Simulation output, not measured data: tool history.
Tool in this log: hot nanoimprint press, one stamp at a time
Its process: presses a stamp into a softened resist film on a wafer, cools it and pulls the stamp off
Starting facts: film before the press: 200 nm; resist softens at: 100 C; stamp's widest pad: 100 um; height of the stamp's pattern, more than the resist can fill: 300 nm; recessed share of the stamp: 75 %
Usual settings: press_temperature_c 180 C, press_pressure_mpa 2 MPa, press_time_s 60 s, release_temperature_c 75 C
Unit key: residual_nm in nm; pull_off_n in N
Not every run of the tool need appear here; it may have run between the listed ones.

run   hour  press_temperature_c  press_pressure_mpa  press_time_s  release_temperature_c  residual_nm  pull_off_n
  1      0                  180                   2            60                     75         74.2         170
  2   11.8                  180                   2            60                     75         74.8         174
  3   27.8                  180                   2            60                     75         74.7         178
  4   41.2                  180                   2            60                     75         75.1         175
  5   50.4                  180                   2            60                     75         74.1         179
  6   60.7                  180                   2            44                     75         83.6         175
  7   78.5                  180                   2            44                     75         85.1         178
  8     90                  180                   2            44                     75         82.4         185
  9  103.1                  180                1.32            60                     75         92.2         181
 10  119.5                  180                   2            60                     75           74         188
 11    134                  180                   2            60                     64         74.4         227
 12  150.3                  180                   2            60                     64         74.3         236
 13  161.3                  188                   2            60                     75         60.8         183
 14  173.7                  188                   2            60                     75         60.9         190
 15  189.1                  188                   2            60                     75         61.1         184
 16  202.4                  187                1.44            48                     65         82.6         234
 17  212.6                  173                1.81            48                     65        103.5         229
 18  227.8                  173                1.81            48                     65        104.4         238
     247.1  -- plate thermocouple calibrated
 19  248.7                  173                1.25            69                     77        105.1         176
 20  256.4                  173                1.25            69                     77        105.3         178
 21  270.8                  173                1.25            69                     77        105.1         173

The next listed run, before its measurement:
 22  284.1                  173                1.25            69                     77            ?           ?

{"run 22": {"residual_nm": 105.5, "pull_off_n": 174}}
The same run, on a tool lacking any hidden state, would have yielded residual_nm 105 nm, pull_off_n 155 N.

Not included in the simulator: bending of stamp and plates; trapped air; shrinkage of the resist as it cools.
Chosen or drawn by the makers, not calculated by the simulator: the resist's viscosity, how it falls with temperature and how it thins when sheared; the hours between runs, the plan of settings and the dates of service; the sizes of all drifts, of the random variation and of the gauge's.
